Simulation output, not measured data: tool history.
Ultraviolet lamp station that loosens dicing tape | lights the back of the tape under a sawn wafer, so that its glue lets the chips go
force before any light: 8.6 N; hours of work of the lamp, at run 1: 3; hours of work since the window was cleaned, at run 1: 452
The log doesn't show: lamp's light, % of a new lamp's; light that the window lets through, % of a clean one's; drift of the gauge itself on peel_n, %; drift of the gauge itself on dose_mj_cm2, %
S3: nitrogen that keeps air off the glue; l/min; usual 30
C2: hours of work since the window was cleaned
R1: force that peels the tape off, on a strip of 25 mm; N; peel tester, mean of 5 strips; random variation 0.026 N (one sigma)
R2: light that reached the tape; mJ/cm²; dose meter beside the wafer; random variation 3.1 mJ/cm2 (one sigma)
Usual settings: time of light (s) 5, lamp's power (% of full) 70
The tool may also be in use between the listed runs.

{"run": 1, "day": 0.0, "time of light (s)": 5, "lamp's power (% of full)": 70, "S3": 30, "hours of work of the lamp": 3, "C2": 452, "R1": 1.45, "R2": 444}
{"run": 2, "day": 1.462, "time of light (s)": 5, "lamp's power (% of full)": 70, "S3": 30, "hours of work of the lamp": 17, "C2": 466, "R1": 1.47, "R2": 432}
{"run": 3, "day": 2.358, "time of light (s)": 5, "lamp's power (% of full)": 70, "S3": 30, "hours of work of the lamp": 26, "C2": 475, "R1": 1.455, "R2": 436}
{"run": 4, "day": 3.642, "time of light (s)": 5, "lamp's power (% of full)": 70, "S3": 30, "hours of work of the lamp": 39, "C2": 488, "R1": 1.5, "R2": 430}
{"run": 5, "day": 5.075, "time of light (s)": 5, "lamp's power (% of full)": 82, "S3": 30, "hours of work of the lamp": 53, "C2": 502, "R1": 1.148, "R2": 499}
{"run": 6, "day": 6.417, "time of light (s)": 5, "lamp's power (% of full)": 70, "S3": 30, "hours of work of the lamp": 67, "C2": 515, "R1": 1.546, "R2": 428}
{"run": 7, "day": 7.242, "time of light (s)": 4, "lamp's power (% of full)": 86, "S3": 58, "hours of work of the lamp": 75, "C2": 524, "R1": 1.256, "R2": 411}
{"run": 8, "day": 8.729, "time of light (s)": 4, "lamp's power (% of full)": 78, "S3": 34, "hours of work of the lamp": 90, "C2": 538, "R1": 1.766, "R2": 377}
{"day": 9.771, "done": "window cleaned of glue's vapour"}
{"run": 9, "day": 9.929, "time of light (s)": 5, "lamp's power (% of full)": 64, "S3": 16, "hours of work of the lamp": 101, "C2": 2, "R1": 2.211, "R2": 410}
{"run": 10, "day": 11.454, "time of light (s)": 6, "lamp's power (% of full)": 71, "S3": 53, "hours of work of the lamp": 116, "C2": 17, "R1": 0.786, "R2": 538}
{"run": 11, "day": 12.358, "time of light (s)": 5, "lamp's power (% of full)": 82, "S3": 30, "hours of work of the lamp": 125, "C2": 26, "R1": 1.096, "R2": 519}
{"run": 12, "day": 13.112, "time of light (s)": 7, "lamp's power (% of full)": 96, "S3": 16, "hours of work of the lamp": 133, "C2": 33, "R1": 0.6, "R2": 839}

Hidden state at the last listed run before each entry between runs and at the first one after, where it differs:
Between runs 8 and 9: window cleaned of glue's vapour (day 9.771)
  lamp's light, % of a new lamp's: 95.5 -> 95; light that the window lets through, % of a clean one's: 92.9 -> 99
  measured less the result without the state, R1: +0.302 -> +0.176 N; R2: -48 -> -25 mJ/cm²
